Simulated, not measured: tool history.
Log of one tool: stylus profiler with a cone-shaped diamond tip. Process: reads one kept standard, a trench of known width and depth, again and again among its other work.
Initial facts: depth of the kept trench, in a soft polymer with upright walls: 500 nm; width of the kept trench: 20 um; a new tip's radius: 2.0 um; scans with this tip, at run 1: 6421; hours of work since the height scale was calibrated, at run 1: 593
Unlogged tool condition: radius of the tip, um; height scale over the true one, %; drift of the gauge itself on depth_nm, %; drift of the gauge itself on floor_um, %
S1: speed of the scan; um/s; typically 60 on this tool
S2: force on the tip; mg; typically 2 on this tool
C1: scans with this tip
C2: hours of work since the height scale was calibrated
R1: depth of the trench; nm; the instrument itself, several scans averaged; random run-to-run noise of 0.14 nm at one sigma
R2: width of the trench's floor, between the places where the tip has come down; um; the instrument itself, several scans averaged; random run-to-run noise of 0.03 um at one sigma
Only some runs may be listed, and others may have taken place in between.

run 1 day=0 | S1=60 S2=2 | C1=6421 C2=593 | R1=504.52 R2=16.34
run 2 day=0.825 | S1=60 S2=0.94 | C1=6580 C2=607 | R1=503.39 R2=16.08
run 3 day=2.146 | S1=60 S2=2 | C1=6836 C2=631 | R1=504.77 R2=16.29
run 4 day=3.808 | S1=60 S2=2 | C1=7157 C2=661 | R1=504.52 R2=16.24
run 5 day=4.542 | S1=60 S2=2 | C1=7298 C2=674 | R1=504.84 R2=16.26
run 6 day=6.225 | S1=60 S2=2 | C1=7623 C2=704 | R1=504.89 R2=16.13
run 7 day=7.35 | S1=60 S2=2 | C1=7841 C2=724 | R1=504.81 R2=16.19
run 8 day=8.229 | S1=60 S2=2 | C1=8011 C2=739 | R1=504.89 R2=16.25
run 9 day=9.067 | S1=60 S2=2 | C1=8173 C2=754 | R1=504.92 R2=16.17
run 10 day=10.667 | S1=20 S2=2 | C1=8481 C2=783 | R1=505.02 R2=16.35
-- day=10.821 height scale calibrated on a step standard
run 11 day=12.054 | S1=20 S2=2 | C1=8746 C2=22 | R1=505.47 R2=16.39
run 12 day=13.371 | S1=20 S2=2 | C1=9000 C2=45 | R1=505.61 R2=16.34
run 13 day=14.262 | S1=60 S2=4.39 | C1=9172 C2=61 | R1=508.51 R2=16.2
run 14 day=15.379 | S1=208 S2=0.87 | C1=9388 C2=81 | R1=504.28 R2=14.48
run 15 day=17.042 | S1=87 S2=4.49 | C1=9710 C2=111 | R1=508.17 R2=16.07
run 16 day=17.771 | S1=87 S2=4.49 | C1=9850 C2=124 | R1=508.65 R2=16.04
run 17 day=18.671 | S1=85 S2=2 | C1=10024 C2=140 | R1=505.81 R2=15.85
-- day=19.225 height scale calibrated on a step standard, once more
run 18 day=19.938 | S1=85 S2=2 | C1=10265 C2=13 | R1=504.02 R2=15.76
run 19 day=21.379 | S1=103 S2=3.6 | C1=10543 C2=38 | R1=505.41 R2=15.88
run 20 day=22.467 | S1=85 S2=1.29 | C1=10753 C2=58 | R1=502.93 R2=15.63
run 21 day=23.3 | S1=121 S2=2.98 | C1=10914 C2=73 | R1=504.99 R2=15.7
run 22 day=24.504 | S1=29 S2=3.7 | C1=11147 C2=94 | R1=506.01 R2=16.09
run 23 day=26.054 | S1=48 S2=0.9 | C1=11446 C2=122 | R1=502.67 R2=15.84
run 24 day=27.675 | S1=91 S2=1.21 | C1=11759 C2=151 | R1=502.77 R2=15.42
run 25 day=29.262 | S1=16 S2=1.45 | C1=12066 C2=179 | R1=503.34 R2=16.1

What differs in the tool's unlogged condition from the final listed run ahead of each entry between runs to the first listed run following it?
Between runs 10 and 11: height scale calibrated on a step standard (day 10.821)
  radius of the tip, um: 3.32 -> 3.36; height scale over the true one, %: 0.227 -> 0.355
  the result without the hidden state subtracted from the measured one, R1: +1.14 -> +1.79 nm; R2: -0.85 -> -0.88 um
Between runs 17 and 18: height scale calibrated on a step standard, once more (day 19.225)
  radius of the tip, um: 3.56 -> 3.6; height scale over the true one, %: 0.386 -> 0.023
  the result without the hidden state subtracted from the measured one, R1: +1.94 -> +0.11 nm; R2: -0.99 -> -1.02 um
